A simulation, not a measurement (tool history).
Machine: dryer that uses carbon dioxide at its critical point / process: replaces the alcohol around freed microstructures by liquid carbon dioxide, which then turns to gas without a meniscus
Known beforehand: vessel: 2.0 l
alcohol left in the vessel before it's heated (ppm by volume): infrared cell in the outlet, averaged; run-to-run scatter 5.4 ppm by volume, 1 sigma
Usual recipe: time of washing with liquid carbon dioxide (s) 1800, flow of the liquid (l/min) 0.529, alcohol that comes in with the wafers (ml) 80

run     day  time of washing with liquid carbon dioxide (s)  flow of the liquid (l/min)  alcohol that comes in with the wafers (ml)  alcohol left in the vessel before it's heated (ppm by volume)
  1   0.000                                            1800                       0.529                                          80                                                            210
  2   0.700                                            1800                       0.802                                          80                                                             51
  3   1.175                                            1800                       0.529                                          80                                                            220
  4   1.658                                            1800                       0.529                                          80                                                            222
  5   2.046                                            1800                       0.529                                          80                                                            225
  6   2.854                                            1800                       0.529                                          80                                                            224
  7   3.392                                            1800                       0.529                                          21                                                             72
  8   3.962                                            1800                       0.529                                          21                                                             79
  9   4.471                                            1800                       0.344                                          21                                                            360
 10   4.808                                            1800                       0.339                                          21                                                            387
 11   5.321                                            1800                       0.529                                          80                                                            252
 12   5.979                                            1800                       0.529                                          62                                                            187
 13   6.458                                            1800                       0.529                                          62                                                            212
 14   7.217                                            1800                       0.529                                          62                                                            216
 15   7.938                                            1800                       0.529                                          62                                                            204
 16   8.600                                            1800                       0.529                                          53                                                            106
 17   9.171                                            1800                       0.759                                          80                                                             37
 18   9.979                                            1800                       0.398                                          80                                                            568
 19  10.342                                            1800                       0.398                                          80                                                            557
 20  11.021                                            1800                       0.398                                          80                                                            562
 21  11.708                                            1800                       0.398                                          80                                                            581
 22  12.396                                            1800                       0.398                                          80                                                            606
 23  12.742                                            1800                       0.398                                          53                                                            405
 24  13.567                                            1800                       0.398                                          26                                                            224
 25  14.058                                            2640                       0.471                                          26                                                             49
 26  14.425                                            2640                       0.471                                          26                                                             44
 27  15.196                                            2640                       0.471                                          26                                                             41
 28  15.596                                            2640                       0.471                                          26                                                             44
 29  16.058                                            1800                       0.529                                          49                                                            132
 30  16.721                                            1800                       0.529                                          49                                                            139
 31  17.471                                            1800                       0.529                                          49                                                            134
 32  18.288                                            1800                       0.529                                          49                                                            147
 33  19.079                                            1800                       0.529                                          49                                                            148
 34  19.688                                            1200                       0.348                                         105                                                           4778
 35  20.296                                            1380                       0.528                                          80                                                            670
 36  20.996                                            1800                       0.625                                          33                                                             69
 37  21.517                                            2100                       0.529                                          24                                                             70
 38  22.250                                            2100                       0.364                                          24                                                            203
 39  22.788                                            2100                       0.776                                          24                                                             45
 40  23.529                                            2100                       0.776                                          24                                                             44
 41  24.062                                            1800                       0.751                                          34                                                             48
 42  24.788                                            2160                       0.498                                         102                                                            166
 43  25.246                                            2160                       0.801                                          61                                                             51
 44  25.683                                            2160                       0.801                                          61                                                             39
 45  26.083                                            1140                       0.445                                          60                                                           1840
 46  26.696                                            1140                       0.445                                          60                                                           1899
 47  27.204                                            1440                       0.460                                          55                                                            762

Taken out of this log: 1 entry between the listed runs. Where each belongs, and how the hidden state differs across it:
In the gap between runs 15 and 16: inlet filter changed (day 8.262)
  flow that reaches the vessel past the clogged filter, %: 89.3 -> 99.6; alcohol in the recycled carbon dioxide, ppm: 29.4 -> 29.9
  difference, measured minus the result without the unlogged condition, alcohol left in the vessel before it's heated (ppm by volume): +106 -> +27

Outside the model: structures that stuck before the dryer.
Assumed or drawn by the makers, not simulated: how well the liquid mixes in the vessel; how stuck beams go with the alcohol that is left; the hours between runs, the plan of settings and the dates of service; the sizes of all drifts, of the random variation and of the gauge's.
